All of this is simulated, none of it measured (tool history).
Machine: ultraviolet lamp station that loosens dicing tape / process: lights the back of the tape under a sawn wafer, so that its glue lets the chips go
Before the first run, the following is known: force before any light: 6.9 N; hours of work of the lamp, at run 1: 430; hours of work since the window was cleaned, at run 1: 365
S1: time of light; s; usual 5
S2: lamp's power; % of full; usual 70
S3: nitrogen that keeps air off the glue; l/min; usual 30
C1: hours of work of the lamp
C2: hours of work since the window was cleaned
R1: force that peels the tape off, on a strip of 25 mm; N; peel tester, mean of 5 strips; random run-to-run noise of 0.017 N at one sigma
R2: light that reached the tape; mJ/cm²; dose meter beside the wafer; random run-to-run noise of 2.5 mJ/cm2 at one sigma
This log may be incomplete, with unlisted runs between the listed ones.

run     day  S1  S2  S3   C1   C2     R1   R2
  1       0   5  70  30  430  365  1.148  239
  2   0.825   5  70  47  442  377  0.891  241
  3   1.733   5  70  19  455  389  1.424  242
  4   2.279   5  69  30  462  397  1.203  233
  5   3.529   5  70  30  480  414   1.17  235
  6     4.3   5  70  30  490  425  1.141  234
  7   5.092   5  70  30  501  436  1.206  231
  8   5.725   5  70  30  510  445  1.209  235
  9   6.829   5  70  30  525  460  1.231  228
 10   7.375   5  65  30  533  468  1.373  217
 11    8.25   5  65  30  545  480  1.337  217
 12   9.275   5  65  30  559  494  1.354  214
 13  10.512   5  70  12  577  511  1.996  226
 14  11.225   5  70  12  587  521  1.995  227
 15  11.879   5  71  12  596  530  2.069  226
 16  12.683   3  70  30  607  542  2.445  133
     12.858  -- window cleaned of glue's vapour
 17  13.825   6  70  30  622   13   0.76  304
 18  14.808   6  70  30  636   27  0.753  298
 19  16.033   6  70  30  653   44  0.785  300
 20  16.567   5  70  30  661   52  1.093  243
 21   17.15   5  70  30  669   60  1.087  246
 22  18.146   5  70  30  683   74  1.135  249
 23  19.175   5  70  30  697   88  1.083  243
 24  20.183   5  70  30  711  102  1.133  240
 25  21.304   5  70  30  726  117  1.151  240
 26  22.008   5  70  30  736  127  1.196  240
 27  22.688   2  88  36  746  137  2.555  120
 28  23.929   2  88  36  763  154  2.662  122
 29  24.646   4  93  30  773  164  1.091  246
 30  25.238   5  70  10  781  172  2.095  237
 31  25.875   5  70  10  790  181  2.004  232
 32  26.792   3  97  30  803  194  1.641  194
 33  27.921   5  67  30  819  210   1.31  224
 34  28.488   5  91  16  826  217  1.155  298
 35  29.075   5  91  16  835  226  1.169  294
 36  30.154   5  97  56  850  241  0.471  314
 37  31.275  10  73  39  865  256   0.31  470
 38  32.225  10  73  39  878  269  0.288  467
 39  33.154   5  82  30  891  282  1.011  264
 40  34.367   5  82  30  908  299  1.027  257
 41  35.621   9  89  50  926  317   0.24  500
 42  36.642   5  88  17  940  331  1.324  272

Here are 3 independent what-if runs from the current tool condition. What would each one return?
  A  37.625   3  71  30  954  345   ?   ?
  B  37.625   2  70   9  954  345   ?   ?
  C  37.625   5  63  17  954  345   ?   ?

run     R1   R2
  A  2.565  134
  B  4.399   87
  C  2.087  193
Without the tool's unlogged condition, the same runs would have read:
run     R1   R2
  A   1.78  184
  B  3.745  119
  C  1.357  266

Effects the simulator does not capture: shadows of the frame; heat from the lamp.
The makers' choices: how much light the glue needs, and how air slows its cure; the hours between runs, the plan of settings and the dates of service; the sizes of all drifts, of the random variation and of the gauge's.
